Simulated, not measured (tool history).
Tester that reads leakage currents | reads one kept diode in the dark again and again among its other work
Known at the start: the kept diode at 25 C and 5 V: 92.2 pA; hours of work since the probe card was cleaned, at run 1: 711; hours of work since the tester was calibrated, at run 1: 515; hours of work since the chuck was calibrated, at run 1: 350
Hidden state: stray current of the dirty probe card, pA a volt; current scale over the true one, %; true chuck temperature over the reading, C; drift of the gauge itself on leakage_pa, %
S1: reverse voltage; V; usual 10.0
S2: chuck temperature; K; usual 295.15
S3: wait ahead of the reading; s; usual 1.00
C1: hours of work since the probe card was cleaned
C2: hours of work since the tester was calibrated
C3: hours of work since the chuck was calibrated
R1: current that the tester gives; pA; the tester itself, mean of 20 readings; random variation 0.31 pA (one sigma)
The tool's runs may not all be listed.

| run | hour | S1 | S2 | S3 | C1 | C2 | C3 | R1 |
|---|---|---|---|---|---|---|---|---|
| 1 | 0.0 | 10.0 | 295.15 | 1.00 | 711 | 515 | 350 | 116.96 |
| 2 | 120.3 | 10.0 | 295.15 | 1.00 | 774 | 578 | 413 | 117.80 |
| 3 | 186.5 | 10.0 | 295.15 | 0.40 | 809 | 613 | 448 | 125.25 |
| 4 | 277.6 | 10.0 | 295.15 | 0.40 | 857 | 661 | 496 | 125.47 |
| 5 | 360.8 | 10.0 | 295.15 | 0.40 | 901 | 705 | 540 | 125.94 |
| 6 | 489.4 | 10.0 | 295.15 | 0.40 | 968 | 773 | 608 | 126.94 |
| 7 | 561.8 | 10.0 | 295.15 | 0.40 | 1006 | 811 | 646 | 127.25 |
| 8 | 669.0 | 10.0 | 295.15 | 1.00 | 1063 | 867 | 702 | 122.04 |
|  | 740.5 | chuck's temperature calibrated |
| 9 | 811.5 | 10.0 | 295.15 | 1.00 | 1137 | 941 | 37 | 129.28 |
|  | 851.7 | probe card cleaned and baked |
| 10 | 943.0 | 10.0 | 295.15 | 1.00 | 48 | 1009 | 105 | 102.35 |
| 11 | 1079.7 | 2.6 | 295.15 | 1.00 | 120 | 1081 | 177 | 51.73 |
| 12 | 1162.2 | 2.6 | 295.15 | 1.00 | 163 | 1124 | 220 | 52.37 |
| 13 | 1223.2 | 10.0 | 295.15 | 1.00 | 196 | 1156 | 253 | 104.47 |
| 14 | 1282.1 | 10.0 | 295.15 | 1.00 | 227 | 1187 | 284 | 105.50 |
| 15 | 1353.0 | 10.0 | 295.15 | 1.00 | 264 | 1225 | 321 | 105.62 |
| 16 | 1419.8 | 10.0 | 295.15 | 1.00 | 299 | 1260 | 356 | 106.71 |
| 17 | 1479.0 | 10.0 | 295.15 | 1.00 | 330 | 1291 | 387 | 106.80 |
| 18 | 1561.3 | 10.0 | 295.15 | 1.00 | 374 | 1334 | 430 | 108.15 |
| 19 | 1703.6 | 10.0 | 295.15 | 1.00 | 448 | 1409 | 505 | 108.79 |
| 20 | 1807.2 | 10.0 | 295.15 | 1.00 | 503 | 1464 | 560 | 109.62 |
| 21 | 1869.9 | 2.8 | 329.15 | 0.66 | 536 | 1497 | 593 | 844.11 |
| 22 | 1971.1 | 10.0 | 320.15 | 2.69 | 589 | 1550 | 646 | 793.55 |
| 23 | 2105.8 | 1.3 | 298.15 | 0.71 | 660 | 1621 | 717 | 47.44 |
|  | 2147.2 | chuck's temperature calibrated |
| 24 | 2250.3 | 16.1 | 321.15 | 9.02 | 735 | 1696 | 54 | 1160.33 |
| 25 | 2386.4 | 16.1 | 321.15 | 9.02 | 807 | 1768 | 126 | 1150.51 |
| 26 | 2527.7 | 1.9 | 321.15 | 1.94 | 881 | 1842 | 200 | 398.28 |
| 27 | 2667.9 | 1.9 | 321.15 | 1.94 | 955 | 1916 | 274 | 398.24 |
| 28 | 2779.6 | 14.4 | 317.15 | 1.00 | 1014 | 1975 | 333 | 803.41 |
| 29 | 2910.3 | 14.4 | 317.15 | 3.24 | 1083 | 2043 | 402 | 797.64 |
| 30 | 2974.3 | 1.1 | 307.15 | 3.24 | 1116 | 2077 | 435 | 97.98 |
|  | 3050.2 | probe card cleaned and baked |
| 31 | 3067.7 | 8.3 | 319.15 | 1.47 | 9 | 2125 | 483 | 675.22 |
| 32 | 3191.8 | 9.2 | 295.15 | 1.00 | 75 | 2190 | 548 | 95.66 |
| 33 | 3282.4 | 15.2 | 313.15 | 1.00 | 122 | 2238 | 596 | 563.40 |
| 34 | 3395.5 | 15.2 | 313.15 | 1.00 | 182 | 2297 | 656 | 564.59 |
| 35 | 3538.7 | 4.4 | 313.15 | 4.49 | 257 | 2373 | 731 | 302.36 |
|  | 3558.1 | chuck's temperature calibrated |
| 36 | 3648.5 | 4.4 | 313.15 | 4.49 | 314 | 2429 | 48 | 325.18 |
| 37 | 3744.3 | 4.4 | 313.15 | 4.49 | 364 | 2480 | 98 | 322.28 |
| 38 | 3883.8 | 4.4 | 313.15 | 4.49 | 438 | 2553 | 171 | 320.85 |
| 39 | 3983.5 | 10.0 | 299.15 | 1.56 | 490 | 2606 | 224 | 155.83 |

Forecast each of these 3 alternatives for the next run:
| A | 4124.7 | 10.0 | 299.15 | 6.66 | 565 | 2680 | 298 | ? |
| B | 4124.7 | 11.5 | 313.15 | 4.10 | 565 | 2680 | 298 | ? |
| C | 4124.7 | 7.4 | 295.15 | 4.58 | 565 | 2680 | 298 | ? |

| run | R1 |
|---|---|
| A | 153.78 |
| B | 516.35 |
| C | 94.57 |
Without the tool's hidden state the same runs would have given:
| run | R1 |
|---|---|
| A | 141.80 |
| B | 505.45 |
| C | 85.51 |
